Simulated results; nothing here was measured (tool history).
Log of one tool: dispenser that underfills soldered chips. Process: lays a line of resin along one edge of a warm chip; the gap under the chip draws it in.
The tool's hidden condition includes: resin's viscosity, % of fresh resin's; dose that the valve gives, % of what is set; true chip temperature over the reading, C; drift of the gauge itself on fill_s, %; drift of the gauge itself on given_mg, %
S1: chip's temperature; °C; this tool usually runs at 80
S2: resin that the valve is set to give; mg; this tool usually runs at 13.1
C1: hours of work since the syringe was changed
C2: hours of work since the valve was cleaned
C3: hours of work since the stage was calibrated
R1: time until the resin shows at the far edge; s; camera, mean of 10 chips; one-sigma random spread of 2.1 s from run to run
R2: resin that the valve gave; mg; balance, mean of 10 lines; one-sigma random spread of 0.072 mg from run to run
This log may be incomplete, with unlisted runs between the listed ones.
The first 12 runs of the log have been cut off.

run   hour  S1    S2  C1  C2  C3     R1     R2
      50.5  -- new syringe of resin
 13   53.1  80  13.1   2  18  45  230.7  13.13
 14   56.2  79  13.1   4  20  47  283.6  13.12
 15     60  80  13.1   6  23  49  334.6  12.97
 16   62.9  80  13.1   8  25  51    392  12.99
        65  -- new syringe of resin
 17   65.6  80  13.1   0  26  53  208.9  12.97
 18     69  80  13.1   3  29  55  252.8   12.9
 19   71.5  82  11.1   4  30  57  279.4  11.01
 20   76.4  82  15.1   8  34  60    341   14.8
 21     79  72  14.1   9  35  62  569.9  14.01
      79.7  -- new syringe of resin
 22   84.6  72  14.1   3  39  65  354.9  14.03
 23     89  68  15.7   6  42  68    518  15.44
 24     93  68  15.7   9  44  71  633.8  15.36
      94.2  -- new syringe of resin
 25   97.8  90  11.6   2  47  74  177.2  11.33
 26    102  90  11.6   5  50  77    220  11.44
 27  104.4  78  15.5   7  52  78  365.4  15.23

Forecast run 28:
 28  107.1  70  13.5   9  53  80   ?   ?

R1: 583.8 s
R2: 13.17 mg
If the tool had no hidden condition, the same run with the same run-to-run variation would have returned R1 302.3 s, R2 13.42 mg.

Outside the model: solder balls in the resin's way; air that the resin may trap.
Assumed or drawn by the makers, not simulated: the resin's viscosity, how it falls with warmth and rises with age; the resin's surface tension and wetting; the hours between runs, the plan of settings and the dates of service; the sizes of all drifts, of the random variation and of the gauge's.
